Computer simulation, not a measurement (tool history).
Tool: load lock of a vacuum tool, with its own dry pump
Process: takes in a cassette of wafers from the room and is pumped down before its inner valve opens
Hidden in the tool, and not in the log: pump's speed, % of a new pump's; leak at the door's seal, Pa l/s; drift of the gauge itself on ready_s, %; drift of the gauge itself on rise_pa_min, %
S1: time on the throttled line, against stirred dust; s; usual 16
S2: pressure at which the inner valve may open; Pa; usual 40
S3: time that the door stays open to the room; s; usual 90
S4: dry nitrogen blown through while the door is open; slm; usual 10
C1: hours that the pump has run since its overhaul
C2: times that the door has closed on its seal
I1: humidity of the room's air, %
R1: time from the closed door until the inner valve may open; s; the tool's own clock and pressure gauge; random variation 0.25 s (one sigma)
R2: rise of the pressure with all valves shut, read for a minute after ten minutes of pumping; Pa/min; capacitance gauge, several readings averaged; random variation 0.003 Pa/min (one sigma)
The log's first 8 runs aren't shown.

Run 9, hour 3941.1: usual settings but S4 5 slm; C1 13542; C2 2262; I1 46.0. Result: R1 27.7 s, R2 0.046 Pa/min.
Run 10, hour 4654.3: usual settings; C1 14255; C2 3290; I1 44.6. Result: R1 28.2 s, R2 0.043 Pa/min.
Run 11, hour 5227.6: usual settings; C1 14828; C2 4116; I1 47.0. Result: R1 27.8 s, R2 0.045 Pa/min.
Run 12, hour 5789.4: usual settings; C1 15390; C2 4926; I1 44.7. Result: R1 27.6 s, R2 0.039 Pa/min.
Run 13, hour 6342.8: usual settings; C1 15943; C2 5724; I1 42.1. Result: R1 27.8 s, R2 0.043 Pa/min.
Run 14, hour 7074.8: usual settings but S1 23 s; C1 16675; C2 6779; I1 43.1. Result: R1 33.7 s, R2 0.035 Pa/min.
Run 15, hour 7746.5: usual settings but S1 23 s; C1 17347; C2 7747; I1 45.4. Result: R1 34.0 s, R2 0.036 Pa/min.
At hour 7879.6: dry pump taken out, an overhauled one fitted.
Run 16, hour 8446.7: usual settings but S3 27 s; C1 567; C2 8748; I1 44.0. Result: R1 27.6 s, R2 0.020 Pa/min.
Run 17, hour 8946.9: usual settings but S3 27 s; C1 1067; C2 9469; I1 44.8. Result: R1 27.6 s, R2 0.023 Pa/min.
Run 18, hour 9574.9: usual settings but S1 8 s, S3 27 s; C1 1695; C2 10374; I1 47.9. Result: R1 21.4 s, R2 0.022 Pa/min.
Run 19, hour 10181.0: usual settings but S4 15 slm; C1 2301; C2 11248; I1 45.3. Result: R1 28.2 s, R2 0.041 Pa/min.
Run 20, hour 10614.9: usual settings but S4 15 slm; C1 2735; C2 11873; I1 40.9. Result: R1 28.2 s, R2 0.036 Pa/min.
Run 21, hour 11263.6: usual settings but S2 37 Pa, S3 78 s, S4 4 slm; C1 3384; C2 12808; I1 45.0. Result: R1 28.0 s, R2 0.047 Pa/min.
Run 22, hour 11613.9: usual settings but S1 10 s, S2 37 Pa, S3 36 s, S4 4 slm; C1 3734; C2 13313; I1 44.4. Result: R1 23.4 s, R2 0.029 Pa/min.
Run 23, hour 11918.2: usual settings but S1 10 s, S2 49 Pa, S3 36 s, S4 4 slm; C1 4039; C2 13752; I1 43.8. Result: R1 22.7 s, R2 0.032 Pa/min.
Run 24, hour 12303.3: usual settings but S1 10 s, S3 205 s; C1 4424; C2 14307; I1 45.5. Result: R1 23.0 s, R2 0.067 Pa/min.
Run 25, hour 12838.2: usual settings but S4 15 slm; C1 4959; C2 15078; I1 41.6. Result: R1 27.9 s, R2 0.033 Pa/min.
Run 26, hour 13193.1: usual settings but S1 17 s, S3 78 s, S4 13 slm; C1 5314; C2 15590; I1 42.2. Result: R1 28.9 s, R2 0.034 Pa/min.
Run 27, hour 13921.3: usual settings but S1 17 s, S3 78 s, S4 13 slm; C1 6042; C2 16639; I1 44.3. Result: R1 28.2 s, R2 0.030 Pa/min.

Run 28 comes next. What will it give?
Run 28, hour 14463.1: usual settings but S2 42 Pa; C1 6583; C2 17420; I1 47.3. Result: R1 ?, R2 ?.

R1: 27.7 s
R2: 0.046 Pa/min
Without the tool's hidden state the same run would have given R1 27.7 s, R2 0.045 Pa/min.
